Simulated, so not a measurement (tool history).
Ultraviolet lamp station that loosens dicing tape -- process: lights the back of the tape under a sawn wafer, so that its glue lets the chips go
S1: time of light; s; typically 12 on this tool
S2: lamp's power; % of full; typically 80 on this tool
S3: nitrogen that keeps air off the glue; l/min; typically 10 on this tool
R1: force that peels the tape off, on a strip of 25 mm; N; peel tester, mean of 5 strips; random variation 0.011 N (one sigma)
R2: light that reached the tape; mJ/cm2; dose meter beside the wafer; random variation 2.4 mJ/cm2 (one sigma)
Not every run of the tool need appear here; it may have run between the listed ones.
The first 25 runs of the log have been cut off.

At day 55.067: window cleaned of glue's vapour.
Run 26, day 55.354: usual settings but S2 61 % of full, S3 19 l/min. Result: R1 0.583 N, R2 183 mJ/cm2.
Run 27, day 57.038: usual settings but S1 15 s, S2 64 % of full, S3 7 l/min. Result: R1 0.772 N, R2 234 mJ/cm2.
Run 28, day 60.283: usual settings but S2 93 % of full, S3 7 l/min. Result: R1 0.572 N, R2 268 mJ/cm2.
Run 29, day 63.679: usual settings but S2 89 % of full, S3 15 l/min. Result: R1 0.319 N, R2 250 mJ/cm2.
Run 30, day 66.004: usual settings but S1 11 s, S2 93 % of full, S3 3 l/min. Result: R1 1.570 N, R2 239 mJ/cm2.
Run 31, day 67.933: usual settings but S1 11 s, S2 93 % of full, S3 3 l/min. Result: R1 1.584 N, R2 232 mJ/cm2.
Run 32, day 70.554: usual settings but S1 11 s, S3 4 l/min. Result: R1 1.724 N, R2 198 mJ/cm2.
Run 33, day 73.746: usual settings but S1 11 s, S2 76 % of full, S3 5 l/min. Result: R1 1.593 N, R2 185 mJ/cm2.

Predict each of these 5 candidate next runs independently; none follows another, all start after run 33:
Run A, day 75.700: usual settings but S1 21 s, S2 76 % of full, S3 15 l/min. Result: R1 ?, R2 ?.
Run B, day 75.700: usual settings but S1 17 s, S2 61 % of full. Result: R1 ?, R2 ?.
Run C, day 75.700: usual settings but S2 95 % of full, S3 12 l/min. Result: R1 ?, R2 ?.
Run D, day 75.700: usual settings but S1 7 s, S3 6 l/min. Result: R1 ?, R2 ?.
Run E, day 75.700: usual settings but S1 10 s, S2 76 % of full, S3 11 l/min. Result: R1 ?, R2 ?.

run     R1   R2
  A  0.216  350
  B  0.585  229
  C  0.406  253
  D  2.562  121
  E  1.043  170
With no hidden state in the tool, these same runs would have given:
run     R1   R2
  A  0.193  419
  B  0.399  273
  C  0.287  302
  D  2.013  145
  E  0.723  203

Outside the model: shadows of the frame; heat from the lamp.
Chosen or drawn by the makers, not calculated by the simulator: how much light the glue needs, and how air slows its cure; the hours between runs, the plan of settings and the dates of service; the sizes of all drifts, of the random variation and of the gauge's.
